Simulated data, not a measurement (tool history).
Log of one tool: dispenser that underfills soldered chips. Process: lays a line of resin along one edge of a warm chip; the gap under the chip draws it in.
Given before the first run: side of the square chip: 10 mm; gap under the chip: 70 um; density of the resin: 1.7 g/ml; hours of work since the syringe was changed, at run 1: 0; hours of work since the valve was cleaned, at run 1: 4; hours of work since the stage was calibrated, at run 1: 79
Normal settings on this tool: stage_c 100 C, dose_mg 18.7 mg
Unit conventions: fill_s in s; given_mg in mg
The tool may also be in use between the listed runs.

run,hour,stage_c,dose_mg,hours of work since the syringe was changed,hours of work since the valve was cleaned,hours of work since the stage was calibrated,fill_s,given_mg
1,0.0,100,18.7,0,4,79,114.0,18.70
2,2.4,100,18.7,2,5,81,128.8,18.67
3,5.3,100,18.7,4,7,82,151.9,18.74
4,10.0,100,18.7,7,10,85,199.6,18.58
# hour 11.1: new syringe of resin
5,14.9,113,18.7,2,13,88,85.6,18.52
6,18.4,113,18.7,5,15,91,104.1,18.49
7,22.2,113,18.7,7,18,93,129.8,18.45
# hour 22.8: new syringe of resin
8,26.0,113,18.7,2,20,95,83.4,18.44
9,30.6,113,18.7,5,23,98,108.6,18.34
# hour 34.4: new syringe of resin
10,34.7,113,18.7,0,25,101,70.7,18.41
11,38.0,91,18.7,2,27,103,180.8,18.48
12,40.2,98,17.4,4,29,104,162.5,17.05
13,43.3,108,19.4,6,31,106,136.3,19.02
# hour 46.2: new syringe of resin
14,48.0,100,22.7,1,34,109,116.9,22.15
15,51.1,104,20.8,3,36,111,121.7,20.19
16,53.4,107,24.0,5,37,112,124.5,23.44

Run 17, settings as shown, results not yet in. Your forecast:
17,55.5,94,18.2,6,38,113,?,?

Run 17 came out at fill_s 226.2 s, given_mg 17.69 mg.
With the hidden condition absent and the run-to-run variation left alone, this run would have shown fill_s 132.5 s, given_mg 18.19 mg.

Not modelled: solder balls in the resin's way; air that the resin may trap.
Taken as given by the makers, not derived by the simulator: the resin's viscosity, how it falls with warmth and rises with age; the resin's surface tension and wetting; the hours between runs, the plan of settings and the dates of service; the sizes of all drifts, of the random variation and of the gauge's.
